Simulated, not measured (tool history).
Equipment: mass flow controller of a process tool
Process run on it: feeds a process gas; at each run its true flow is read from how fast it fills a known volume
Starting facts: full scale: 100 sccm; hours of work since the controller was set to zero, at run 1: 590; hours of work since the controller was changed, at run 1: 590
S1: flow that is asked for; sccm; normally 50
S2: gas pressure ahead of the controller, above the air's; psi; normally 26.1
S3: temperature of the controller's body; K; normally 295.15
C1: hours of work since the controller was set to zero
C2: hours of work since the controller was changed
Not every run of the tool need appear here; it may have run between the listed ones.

Run 1, hour 0.0: usual settings; C1 590; C2 590. Result: true flow (%) 99.10.
Run 2, hour 374.3: usual settings; C1 717; C2 717. Result: true flow (%) 99.23.
Run 3, hour 675.3: usual settings; C1 819; C2 819. Result: true flow (%) 99.19.
Run 4, hour 1013.4: usual settings but S2 28.6 psi; C1 934; C2 934. Result: true flow (%) 99.13.
Run 5, hour 1393.5: usual settings but S2 28.6 psi; C1 1063; C2 1063. Result: true flow (%) 99.26.
Run 6, hour 1655.5: usual settings but S2 28.6 psi; C1 1152; C2 1152. Result: true flow (%) 99.19.
Run 7, hour 1963.7: usual settings but S2 28.6 psi; C1 1257; C2 1257. Result: true flow (%) 99.10.
Run 8, hour 2131.3: usual settings but S2 28.6 psi; C1 1314; C2 1314. Result: true flow (%) 99.14.
Run 9, hour 2374.8: usual settings but S3 303.15 K; C1 1396; C2 1396. Result: true flow (%) 99.60.
Run 10, hour 2540.9: usual settings but S3 306.15 K; C1 1453; C2 1453. Result: true flow (%) 99.80.
Run 11, hour 2827.7: usual settings but S3 306.15 K; C1 1550; C2 1550. Result: true flow (%) 99.76.
Run 12, hour 3058.8: usual settings but S3 306.15 K; C1 1629; C2 1629. Result: true flow (%) 99.73.
Run 13, hour 3323.0: usual settings but S3 306.15 K; C1 1718; C2 1718. Result: true flow (%) 99.79.
Run 14, hour 3512.1: usual settings but S3 306.15 K; C1 1783; C2 1783. Result: true flow (%) 99.75.
Run 15, hour 3709.5: usual settings but S2 23.9 psi; C1 1850; C2 1850. Result: true flow (%) 99.37.
Run 16, hour 3911.1: usual settings but S3 298.15 K; C1 1918; C2 1918. Result: true flow (%) 99.52.
Run 17, hour 4249.7: usual settings but S3 298.15 K; C1 2033; C2 2033. Result: true flow (%) 99.47.
Run 18, hour 4423.8: usual settings but S2 37.1 psi; C1 2092; C2 2092. Result: true flow (%) 99.18.
Run 19, hour 4733.9: usual settings but S1 93 sccm; C1 2198; C2 2198. Result: true flow (%) 100.22.
Run 20, hour 4965.4: usual settings but S1 93 sccm; C1 2276; C2 2276. Result: true flow (%) 100.30.
Run 21, hour 5238.4: usual settings but S1 93 sccm; C1 2369; C2 2369. Result: true flow (%) 100.35.
Run 22, hour 5577.5: usual settings but S2 24.9 psi; C1 2484; C2 2484. Result: true flow (%) 99.32.
Run 23, hour 5867.9: usual settings but S2 24.9 psi; C1 2583; C2 2583. Result: true flow (%) 99.32.
Run 24, hour 6195.1: usual settings; C1 2694; C2 2694. Result: true flow (%) 99.45.
Run 25, hour 6540.1: usual settings; C1 2811; C2 2811. Result: true flow (%) 99.51.
At hour 6559.8: controller's zero set anew.
Run 26, hour 6909.2: usual settings but S1 37 sccm; C1 119; C2 2936. Result: true flow (%) 98.64.
Run 27, hour 7132.5: usual settings but S1 37 sccm; C1 195; C2 3012. Result: true flow (%) 98.78.
Run 28, hour 7497.2: usual settings but S1 37 sccm; C1 318; C2 3136. Result: true flow (%) 98.73.
Run 29, hour 7659.7: usual settings but S1 37 sccm; C1 374; C2 3191. Result: true flow (%) 98.69.
At hour 7883.4: controller's zero set anew, once more.
Run 30, hour 8026.2: usual settings but S1 37 sccm; C1 49; C2 3316. Result: true flow (%) 99.99.
Run 31, hour 8245.2: usual settings but S1 37 sccm, S2 20.7 psi, S3 310.15 K; C1 123; C2 3390. Result: true flow (%) 100.58.
Run 32, hour 8605.4: usual settings but S1 24 sccm, S2 21.5 psi, S3 293.15 K; C1 245; C2 3512. Result: true flow (%) 99.77.
Run 33, hour 8765.3: usual settings but S2 25.2 psi, S3 298.15 K; C1 300; C2 3567. Result: true flow (%) 100.38.
Run 34, hour 8924.3: usual settings but S2 25.2 psi, S3 298.15 K; C1 354; C2 3621. Result: true flow (%) 100.35.
Run 35, hour 9131.7: usual settings but S1 11 sccm, S2 32.8 psi; C1 424; C2 3691. Result: true flow (%) 99.12.
Run 36, hour 9408.5: usual settings but S1 11 sccm, S2 32.8 psi; C1 518; C2 3785. Result: true flow (%) 99.08.
Run 37, hour 9790.8: usual settings but S1 52 sccm, S2 31.5 psi, S3 308.15 K; C1 648; C2 3915. Result: true flow (%) 100.72.
Run 38, hour 10156.6: usual settings but S1 48 sccm, S2 31.5 psi, S3 309.15 K; C1 772; C2 4039. Result: true flow (%) 100.77.
Run 39, hour 10346.2: usual settings but S1 60 sccm, S2 24.5 psi, S3 301.15 K; C1 837; C2 4104. Result: true flow (%) 100.69.
Run 40, hour 10653.2: usual settings but S1 60 sccm, S2 24.5 psi, S3 301.15 K; C1 941; C2 4208. Result: true flow (%) 100.71.
Run 41, hour 11011.9: usual settings but S1 60 sccm, S2 24.5 psi, S3 301.15 K; C1 1063; C2 4330. Result: true flow (%) 100.87.
Run 42, hour 11187.5: usual settings but S1 60 sccm, S2 24.5 psi, S3 310.15 K; C1 1122; C2 4389. Result: true flow (%) 101.25.
Run 43, hour 11348.9: usual settings but S1 25 sccm, S2 21.9 psi, S3 301.15 K; C1 1177; C2 4444. Result: true flow (%) 100.06.
Run 44, hour 11715.6: usual settings but S1 25 sccm, S2 21.9 psi, S3 301.15 K; C1 1302; C2 4569. Result: true flow (%) 100.00.
Run 45, hour 11954.0: usual settings but S1 12 sccm, S2 21.8 psi, S3 301.15 K; C1 1383; C2 4650. Result: true flow (%) 99.36.
Run 46, hour 12123.5: usual settings but S1 12 sccm, S2 21.8 psi, S3 301.15 K; C1 1440; C2 4707. Result: true flow (%) 99.11.
Run 47, hour 12461.4: usual settings but S1 12 sccm, S2 21.8 psi, S3 301.15 K; C1 1555; C2 4822. Result: true flow (%) 99.24.

Selected run-to-run steps in true flow (%), each split into two signed amounts: the part the tool would show with no hidden state at all (from settings, incoming material and random variation), and the remainder, which goes to the hidden state together with any gauge scatter not common to the measured and the hidden-state-free results:
What the log doesn't record here: flow at rest that the sensor doesn't see, % of full scale; true flow over the shown one, %; drift of the gauge itself on true_pct, %.
Run 25 -> 26: S1 50 -> 37, controller's zero set anew. true flow (%) -0.87: hidden state -0.49, all else -0.38.
Run 29 -> 30: controller's zero set anew, once more. true flow (%) +1.30: hidden state +1.24, all else +0.06.
Run 34 -> 35: S1 50 -> 11, S2 25.2 -> 32.8, S3 298.15 -> 295.15. true flow (%) -1.23: hidden state -0.31, all else -0.92.
Run 36 -> 37: S1 11 -> 52, S2 32.8 -> 31.5, S3 295.15 -> 308.15. true flow (%) +1.64: hidden state +0.40, all else +1.24.
Run 44 -> 45: S1 25 -> 12, S2 21.9 -> 21.8. true flow (%) -0.64: hidden state -0.59, all else -0.05.
